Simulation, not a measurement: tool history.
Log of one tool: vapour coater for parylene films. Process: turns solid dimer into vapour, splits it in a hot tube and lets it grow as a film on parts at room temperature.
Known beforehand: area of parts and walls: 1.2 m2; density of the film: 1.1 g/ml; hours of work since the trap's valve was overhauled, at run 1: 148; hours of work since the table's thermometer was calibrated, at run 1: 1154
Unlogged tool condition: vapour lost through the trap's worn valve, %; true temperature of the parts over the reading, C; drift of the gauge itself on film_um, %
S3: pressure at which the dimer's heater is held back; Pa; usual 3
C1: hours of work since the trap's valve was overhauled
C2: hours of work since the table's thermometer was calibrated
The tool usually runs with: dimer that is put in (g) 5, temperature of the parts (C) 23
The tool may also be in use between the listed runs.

Run 1, hour 0: usual settings; C1 148; C2 1154. Result: thickness of the film (µm) 2.08.
Run 2, hour 61: usual settings; C1 177; C2 1183. Result: thickness of the film (µm) 1.99.
Run 3, hour 106.6: usual settings; C1 198; C2 1204. Result: thickness of the film (µm) 2.03.
Run 4, hour 183.8: usual settings; C1 235; C2 1240. Result: thickness of the film (µm) 1.95.
Run 5, hour 246.5: usual settings but S3 2.25 Pa; C1 264; C2 1270. Result: thickness of the film (µm) 2.08.
Run 6, hour 307.6: usual settings but S3 2.25 Pa; C1 293; C2 1298. Result: thickness of the film (µm) 2.05.
Run 7, hour 368.4: usual settings but S3 2.25 Pa; C1 321; C2 1327. Result: thickness of the film (µm) 2.01.
At hour 388.5: trap's valve overhauled.
Run 8, hour 437.8: usual settings but S3 2.25 Pa; C1 23; C2 1358. Result: thickness of the film (µm) 2.26.
Run 9, hour 472.7: usual settings but S3 2.25 Pa; C1 40; C2 1374. Result: thickness of the film (µm) 2.29.
Run 10, hour 512.2: usual settings but S3 2.25 Pa; C1 58; C2 1393. Result: thickness of the film (µm) 2.26.
Run 11, hour 563.6: usual settings but S3 2.25 Pa; C1 82; C2 1417. Result: thickness of the film (µm) 2.26.
Run 12, hour 643.2: usual settings but S3 2.25 Pa; C1 119; C2 1454. Result: thickness of the film (µm) 2.2.
Run 13, hour 722.8: usual settings but S3 2.25 Pa; C1 157; C2 1491. Result: thickness of the film (µm) 2.15.
Run 14, hour 768.7: usual settings but S3 2.25 Pa; C1 178; C2 1513. Result: thickness of the film (µm) 2.24.
Run 15, hour 846.8: usual settings but S3 2.25 Pa; C1 215; C2 1549. Result: thickness of the film (µm) 2.15.
Run 16, hour 915.5: usual settings but S3 2.25 Pa; C1 247; C2 1582. Result: thickness of the film (µm) 2.12.
Run 17, hour 971.3: usual settings but S3 3.79 Pa; C1 273; C2 1608. Result: thickness of the film (µm) 1.89.
Run 18, hour 1056: usual settings but S3 3.79 Pa; C1 313; C2 1648. Result: thickness of the film (µm) 1.84.
At hour 1098.3: trap's valve overhauled.
Run 19, hour 1123.7: usual settings but S3 7.15 Pa; C1 12; C2 1677. Result: thickness of the film (µm) 1.82.
Run 20, hour 1195.5: usual settings but temperature of the parts (C) 16; C1 46; C2 1711. Result: thickness of the film (µm) 2.71.
Run 21, hour 1280: usual settings; C1 85; C2 1751. Result: thickness of the film (µm) 2.1.
Run 22, hour 1332.1: usual settings; C1 110; C2 1775. Result: thickness of the film (µm) 2.07.
Run 23, hour 1379.5: usual settings; C1 132; C2 1797. Result: thickness of the film (µm) 2.11.
Run 24, hour 1460.8: usual settings; C1 170; C2 1835. Result: thickness of the film (µm) 2.07.
Run 25, hour 1544.9: usual settings but dimer that is put in (g) 9, temperature of the parts (C) 20, S3 3.49 Pa; C1 209; C2 1875. Result: thickness of the film (µm) 3.91.
Run 26, hour 1601.3: usual settings but dimer that is put in (g) 9, temperature of the parts (C) 20, S3 3.49 Pa; C1 236; C2 1901. Result: thickness of the film (µm) 3.81.
Run 27, hour 1682.8: usual settings but dimer that is put in (g) 9, temperature of the parts (C) 20, S3 3.49 Pa; C1 274; C2 1940. Result: thickness of the film (µm) 3.75.
At hour 1716.2: table's thermometer calibrated.
Run 28, hour 1755.4: usual settings but dimer that is put in (g) 9, temperature of the parts (C) 20, S3 3.49 Pa; C1 308; C2 18. Result: thickness of the film (µm) 3.79.
At hour 1805.9: trap's valve overhauled.
Run 29, hour 1829.4: usual settings but dimer that is put in (g) 4, temperature of the parts (C) 15, S3 9.21 Pa; C1 11; C2 51. Result: thickness of the film (µm) 1.83.
Run 30, hour 1893.6: usual settings but temperature of the parts (C) 31, S3 6.49 Pa; C1 41; C2 81. Result: thickness of the film (µm) 1.43.
Run 31, hour 1960.1: usual settings but dimer that is put in (g) 2, temperature of the parts (C) 21, S3 2.69 Pa; C1 72; C2 112. Result: thickness of the film (µm) 0.94.
Run 32, hour 2027.9: usual settings but dimer that is put in (g) 2, temperature of the parts (C) 21, S3 2.69 Pa; C1 104; C2 144. Result: thickness of the film (µm) 0.93.
Run 33, hour 2077.5: usual settings but dimer that is put in (g) 2, temperature of the parts (C) 21, S3 2.69 Pa; C1 127; C2 168. Result: thickness of the film (µm) 0.93.
Run 34, hour 2125.2: usual settings but dimer that is put in (g) 7; C1 150; C2 190. Result: thickness of the film (µm) 2.96.
Run 35, hour 2196.6: usual settings but S3 3.4 Pa; C1 183; C2 223. Result: thickness of the film (µm) 2.02.
Run 36, hour 2252: usual settings but temperature of the parts (C) 19, S3 3.33 Pa; C1 209; C2 249. Result: thickness of the film (µm) 2.33.
Run 37, hour 2293: usual settings but dimer that is put in (g) 2, temperature of the parts (C) 24, S3 2.29 Pa; C1 228; C2 269. Result: thickness of the film (µm) 0.82.
Run 38, hour 2347.8: usual settings but dimer that is put in (g) 7, S3 7.84 Pa; C1 254; C2 294. Result: thickness of the film (µm) 2.31.
Run 39, hour 2412.4: usual settings but dimer that is put in (g) 7, S3 3.25 Pa; C1 284; C2 325. Result: thickness of the film (µm) 2.77.
Run 40, hour 2464.4: usual settings but dimer that is put in (g) 7, S3 3.25 Pa; C1 309; C2 349. Result: thickness of the film (µm) 2.69.
At hour 2509.1: trap's valve overhauled.
Run 41, hour 2553: usual settings but dimer that is put in (g) 3, temperature of the parts (C) 16, S3 2.48 Pa; C1 21; C2 389. Result: thickness of the film (µm) 1.72.
Run 42, hour 2628.9: usual settings but dimer that is put in (g) 4; C1 56; C2 424. Result: thickness of the film (µm) 1.7.
Run 43, hour 2699.7: usual settings but dimer that is put in (g) 4; C1 89; C2 457. Result: thickness of the film (µm) 1.69.
Run 44, hour 2735.7: usual settings but dimer that is put in (g) 4; C1 106; C2 474. Result: thickness of the film (µm) 1.67.
Run 45, hour 2795.3: usual settings but dimer that is put in (g) 4; C1 134; C2 502. Result: thickness of the film (µm) 1.69.
Run 46, hour 2880: usual settings but dimer that is put in (g) 3, temperature of the parts (C) 27; C1 174; C2 542. Result: thickness of the film (µm) 1.07.

Below, some changes in thickness of the film (µm) between adjacent runs. For each, the amount present without the hidden state too (settings, incoming material, random variation) and the amount remaining for the hidden state with gauge scatter not shared by both compared results:
Run 7 -> 8: trap's valve overhauled. thickness of the film (µm) +0.25: hidden state +0.24, all else +0.01.
Run 24 -> 25: dimer that is put in (g) 5 -> 9, temperature of the parts (C) 23 -> 20, S3 3 -> 3.49. thickness of the film (µm) +1.84: hidden state -0.23, all else +2.07.
Run 28 -> 29: dimer that is put in (g) 9 -> 4, temperature of the parts (C) 20 -> 15, S3 3.49 -> 9.21, trap's valve overhauled. thickness of the film (µm) -1.96: hidden state +0.43, all else -2.39.
Run 33 -> 34: dimer that is put in (g) 2 -> 7, temperature of the parts (C) 21 -> 23, S3 2.69 -> 3. thickness of the film (µm) +2.03: hidden state -0.11, all else +2.14.
Run 40 -> 41: dimer that is put in (g) 7 -> 3, temperature of the parts (C) 23 -> 16, S3 3.25 -> 2.48, trap's valve overhauled. thickness of the film (µm) -0.97: hidden state +0.3, all else -1.27.
